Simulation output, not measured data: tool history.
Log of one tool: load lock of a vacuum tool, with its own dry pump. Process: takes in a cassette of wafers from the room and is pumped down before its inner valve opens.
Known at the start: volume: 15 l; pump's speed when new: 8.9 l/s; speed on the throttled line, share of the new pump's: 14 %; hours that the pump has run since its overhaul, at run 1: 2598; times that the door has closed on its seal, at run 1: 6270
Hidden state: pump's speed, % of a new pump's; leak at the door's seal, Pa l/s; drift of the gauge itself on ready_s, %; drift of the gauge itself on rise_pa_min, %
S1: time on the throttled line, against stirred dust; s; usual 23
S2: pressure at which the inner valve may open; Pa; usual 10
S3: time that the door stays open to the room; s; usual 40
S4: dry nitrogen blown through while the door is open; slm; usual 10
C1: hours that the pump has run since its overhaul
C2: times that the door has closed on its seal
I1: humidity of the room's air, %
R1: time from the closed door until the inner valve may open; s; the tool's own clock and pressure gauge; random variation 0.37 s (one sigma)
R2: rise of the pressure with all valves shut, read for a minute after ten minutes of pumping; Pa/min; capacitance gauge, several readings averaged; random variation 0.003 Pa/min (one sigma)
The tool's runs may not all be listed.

{"run": 1, "day": 0.0, "S1": 23, "S2": 10, "S3": 40, "S4": 10, "C1": 2598, "C2": 6270, "I1": 49.9, "R1": 35.9, "R2": 0.079}
{"run": 2, "day": 18.346, "S1": 23, "S2": 12, "S3": 40, "S4": 10, "C1": 3039, "C2": 7333, "I1": 48.1, "R1": 35.5, "R2": 0.099}
{"run": 3, "day": 38.033, "S1": 23, "S2": 12, "S3": 40, "S4": 10, "C1": 3511, "C2": 8473, "I1": 47.4, "R1": 35.5, "R2": 0.11}
{"run": 4, "day": 64.267, "S1": 23, "S2": 10, "S3": 40, "S4": 10, "C1": 4141, "C2": 9992, "I1": 46.2, "R1": 36.7, "R2": 0.127}
{"run": 5, "day": 81.25, "S1": 23, "S2": 10, "S3": 103, "S4": 10, "C1": 4548, "C2": 10976, "I1": 44.5, "R1": 36.4, "R2": 0.17}
{"run": 6, "day": 102.233, "S1": 23, "S2": 10, "S3": 103, "S4": 10, "C1": 5052, "C2": 12191, "I1": 44.1, "R1": 36.5, "R2": 0.191}
{"run": 7, "day": 127.6, "S1": 23, "S2": 10, "S3": 40, "S4": 10, "C1": 5661, "C2": 13660, "I1": 46.0, "R1": 35.6, "R2": 0.18}
{"run": 8, "day": 140.308, "S1": 23, "S2": 10, "S3": 40, "S4": 10, "C1": 5966, "C2": 14396, "I1": 46.0, "R1": 35.5, "R2": 0.194}
{"run": 9, "day": 159.25, "S1": 23, "S2": 10, "S3": 40, "S4": 10, "C1": 6420, "C2": 15493, "I1": 45.8, "R1": 36.2, "R2": 0.214}
{"run": 10, "day": 189.146, "S1": 23, "S2": 10, "S3": 40, "S4": 10, "C1": 7138, "C2": 17224, "I1": 46.6, "R1": 36.4, "R2": 0.239}
{"run": 11, "day": 211.312, "S1": 23, "S2": 10, "S3": 40, "S4": 12, "C1": 7670, "C2": 18508, "I1": 44.3, "R1": 36.2, "R2": 0.265}
{"run": 12, "day": 231.079, "S1": 23, "S2": 10, "S3": 231, "S4": 13, "C1": 8144, "C2": 19653, "I1": 45.0, "R1": 36.7, "R2": 0.354}
{"run": 13, "day": 251.738, "S1": 23, "S2": 7, "S3": 40, "S4": 16, "C1": 8640, "C2": 20849, "I1": 44.2, "R1": 37.1, "R2": 0.316}
{"run": 14, "day": 273.254, "S1": 46, "S2": 10, "S3": 40, "S4": 37, "C1": 9156, "C2": 22095, "I1": 45.5, "R1": 56.5, "R2": 0.326}
{"run": 15, "day": 293.792, "S1": 23, "S2": 14, "S3": 60, "S4": 10, "C1": 9649, "C2": 23285, "I1": 50.3, "R1": 36.0, "R2": 0.388}
{"run": 16, "day": 320.275, "S1": 23, "S2": 10, "S3": 40, "S4": 5, "C1": 10285, "C2": 24819, "I1": 43.2, "R1": 37.5, "R2": 0.401}

The same runs without the tool's hidden state, with the same run-to-run variation:
run=1 R1=35.7 R2=0.039
run=2 R1=35.3 R2=0.044
run=3 R1=35.2 R2=0.045
run=4 R1=36.3 R2=0.041
run=5 R1=35.9 R2=0.070
run=6 R1=36.0 R2=0.072
run=7 R1=34.9 R2=0.040
run=8 R1=34.8 R2=0.044
run=9 R1=35.5 R2=0.045
run=10 R1=35.6 R2=0.041
run=11 R1=35.2 R2=0.040
run=12 R1=35.7 R2=0.110
run=13 R1=35.9 R2=0.039
run=14 R1=55.6 R2=0.026
run=15 R1=34.7 R2=0.058
run=16 R1=36.0 R2=0.042
